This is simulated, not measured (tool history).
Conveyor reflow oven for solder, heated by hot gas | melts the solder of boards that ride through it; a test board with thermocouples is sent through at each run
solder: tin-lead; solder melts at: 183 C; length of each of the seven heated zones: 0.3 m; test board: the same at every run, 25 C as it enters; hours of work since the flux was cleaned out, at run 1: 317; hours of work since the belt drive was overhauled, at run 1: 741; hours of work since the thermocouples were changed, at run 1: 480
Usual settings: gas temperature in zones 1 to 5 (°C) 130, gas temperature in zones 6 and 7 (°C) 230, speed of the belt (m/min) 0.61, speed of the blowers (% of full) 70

run,hour,gas temperature in zones 1 to 5 (°C),gas temperature in zones 6 and 7 (°C),speed of the belt (m/min),speed of the blowers (% of full),hours of work since the flux was cleaned out,hours of work since the belt drive was overhauled,hours of work since the thermocouples were changed,highest temperature of the board (°C),time above the solder's melting point (s)
1,0,130,230,0.61,70,317,741,480,209.8,37.1
2,21.7,130,230,0.61,64,330,753,493,208.9,36
3,40.7,130,230,0.61,64,341,764,504,208.8,36.1
4,55.8,130,230,0.61,70,350,773,512,209.6,36.8
# hour 63: flux residue cleaned out of gas plates and filters
5,76.8,130,219,0.61,70,8,782,522,203.3,32.5
6,94.9,130,230,0.623,70,18,793,532,211.9,38.1
7,115.7,120,230,0.61,70,31,805,544,210.5,36
8,137.2,120,230,0.61,70,43,817,557,210.6,35.8
9,153.9,130,230,0.61,70,53,827,566,212.5,39.6
10,166.3,130,230,0.61,70,60,834,573,212.6,39.5
11,178,130,238,0.61,70,67,841,580,219.1,44.1
12,199.2,130,238,0.61,70,79,853,592,219.4,43.6
13,219.3,130,241,0.61,70,90,865,604,221.7,45.3
14,237.8,130,241,0.61,70,101,875,615,221.5,45.3
15,257.5,130,244,0.61,70,113,887,626,223.9,46.6
16,271.6,130,221,0.648,54,121,895,634,199.1,25.2
17,282.5,130,221,0.502,85,127,901,641,211.4,49.8
18,294,118,231,0.584,55,134,908,647,208.7,35.3
19,314.2,143,231,0.584,69,145,920,659,216.2,48.2
20,337,143,231,0.584,69,159,933,672,216.4,47.8
21,347.9,143,231,0.584,69,165,939,679,216.3,48
22,362.6,143,231,0.584,69,173,948,687,216.1,48
23,381.8,143,231,0.584,69,185,959,698,216.2,47.9
24,404.4,142,227,0.545,60,198,972,711,213.1,49
25,428.6,142,227,0.545,60,212,986,725,213.2,49
26,454.3,119,230,0.554,70,227,1001,740,212.7,41.6
# hour 468.6: belt drive overhauled, speed set with a stopwatch
27,476.6,119,230,0.554,70,237,5,751,212.1,40.1
28,489.8,119,230,0.585,70,245,12,758,209.8,35.9
29,509,119,228,0.585,63,256,23,770,206.6,33
30,534.4,119,228,0.585,63,271,38,784,206.8,32.7

Forecast each of these 4 alternatives for the next run:
A,548.4,145,226,0.61,76,279,46,792,?,?
B,548.4,140,228,0.585,63,279,46,792,?,?
C,548.4,119,228,0.706,85,279,46,792,?,?
D,548.4,124,230,0.61,84,279,46,792,?,?

run,highest temperature of the board (°C),time above the solder's melting point (s)
A,210.9,42
B,210.9,41.9
C,202.9,24
D,211.4,36.8
Without the tool's hidden state the same runs would have given:
run,highest temperature of the board (°C),time above the solder's melting point (s)
A,211.7,42.9
B,211.7,42.7
C,204.8,25.8
D,212.7,38.1
